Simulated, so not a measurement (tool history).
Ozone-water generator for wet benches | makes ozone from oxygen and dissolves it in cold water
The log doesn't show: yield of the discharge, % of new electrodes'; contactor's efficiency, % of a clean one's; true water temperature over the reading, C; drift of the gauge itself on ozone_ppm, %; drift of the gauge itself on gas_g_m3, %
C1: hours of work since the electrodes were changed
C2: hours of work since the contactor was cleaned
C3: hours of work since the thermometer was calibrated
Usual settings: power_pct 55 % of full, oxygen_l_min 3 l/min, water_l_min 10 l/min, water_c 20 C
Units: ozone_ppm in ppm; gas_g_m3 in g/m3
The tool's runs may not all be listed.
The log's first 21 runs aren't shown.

{"run": 22, "day": 20.862, "power_pct": 99, "oxygen_l_min": 2.26, "water_l_min": 6, "water_c": 27, "C1": 705, "C2": 3033, "C3": 656, "ozone_ppm": 31.2, "gas_g_m3": 291.5}
{"run": 23, "day": 21.979, "power_pct": 79, "oxygen_l_min": 5.31, "water_l_min": 10, "water_c": 20, "C1": 727, "C2": 3055, "C3": 678, "ozone_ppm": 20.2, "gas_g_m3": 172.9}
{"run": 24, "day": 23.25, "power_pct": 68, "oxygen_l_min": 3, "water_l_min": 9, "water_c": 14, "C1": 753, "C2": 3080, "C3": 704, "ozone_ppm": 22.8, "gas_g_m3": 209.8}
{"run": 25, "day": 24.054, "power_pct": 96, "oxygen_l_min": 3, "water_l_min": 10, "water_c": 15, "C1": 769, "C2": 3097, "C3": 720, "ozone_ppm": 24.7, "gas_g_m3": 250.7}
{"run": 26, "day": 24.746, "power_pct": 55, "oxygen_l_min": 3, "water_l_min": 12, "water_c": 26, "C1": 783, "C2": 3111, "C3": 734, "ozone_ppm": 13.3, "gas_g_m3": 189}
{"run": 27, "day": 26.025, "power_pct": 86, "oxygen_l_min": 3, "water_l_min": 9, "water_c": 23, "C1": 808, "C2": 3136, "C3": 759, "ozone_ppm": 22.9, "gas_g_m3": 239.4}
{"run": 28, "day": 27.358, "power_pct": 84, "oxygen_l_min": 3.94, "water_l_min": 9, "water_c": 23, "C1": 835, "C2": 3163, "C3": 786, "ozone_ppm": 21.6, "gas_g_m3": 205.8}
{"run": 29, "day": 28.067, "power_pct": 84, "oxygen_l_min": 3.94, "water_l_min": 9, "water_c": 23, "C1": 849, "C2": 3177, "C3": 800, "ozone_ppm": 21.7, "gas_g_m3": 207.2}
{"run": 30, "day": 28.75, "power_pct": 84, "oxygen_l_min": 3.94, "water_l_min": 9, "water_c": 23, "C1": 863, "C2": 3191, "C3": 814, "ozone_ppm": 21.9, "gas_g_m3": 207.5}
{"run": 31, "day": 29.317, "power_pct": 56, "oxygen_l_min": 3, "water_l_min": 7, "water_c": 21, "C1": 874, "C2": 3202, "C3": 825, "ozone_ppm": 22.8, "gas_g_m3": 190.3}
{"run": 32, "day": 30.208, "power_pct": 56, "oxygen_l_min": 3, "water_l_min": 7, "water_c": 21, "C1": 892, "C2": 3220, "C3": 843, "ozone_ppm": 22.8, "gas_g_m3": 190.6}

4 ways to go on from here, each from the tool as it stands after run 32. What would each give?
{"run": "A", "day": 31.454, "power_pct": 55, "oxygen_l_min": 3, "water_l_min": 10, "water_c": 20, "C1": 917, "C2": 3245, "C3": 868, "ozone_ppm": "?", "gas_g_m3": "?"}
{"run": "B", "day": 31.454, "power_pct": 80, "oxygen_l_min": 2.13, "water_l_min": 7, "water_c": 21, "C1": 917, "C2": 3245, "C3": 868, "ozone_ppm": "?", "gas_g_m3": "?"}
{"run": "C", "day": 31.454, "power_pct": 57, "oxygen_l_min": 1.75, "water_l_min": 7, "water_c": 13, "C1": 917, "C2": 3245, "C3": 868, "ozone_ppm": "?", "gas_g_m3": "?"}
{"run": "D", "day": 31.454, "power_pct": 65, "oxygen_l_min": 3, "water_l_min": 7, "water_c": 21, "C1": 917, "C2": 3245, "C3": 868, "ozone_ppm": "?", "gas_g_m3": "?"}

run=A ozone_ppm=17.1 gas_g_m3=186.5
run=B ozone_ppm=27.6 gas_g_m3=271.7
run=C ozone_ppm=25.9 gas_g_m3=250.8
run=D ozone_ppm=24.5 gas_g_m3=204.2
Without the tool's hidden state the same runs would have given:
run=A ozone_ppm=17.2 gas_g_m3=186.5
run=B ozone_ppm=27.6 gas_g_m3=271.8
run=C ozone_ppm=25.9 gas_g_m3=250.9
run=D ozone_ppm=24.5 gas_g_m3=204.2

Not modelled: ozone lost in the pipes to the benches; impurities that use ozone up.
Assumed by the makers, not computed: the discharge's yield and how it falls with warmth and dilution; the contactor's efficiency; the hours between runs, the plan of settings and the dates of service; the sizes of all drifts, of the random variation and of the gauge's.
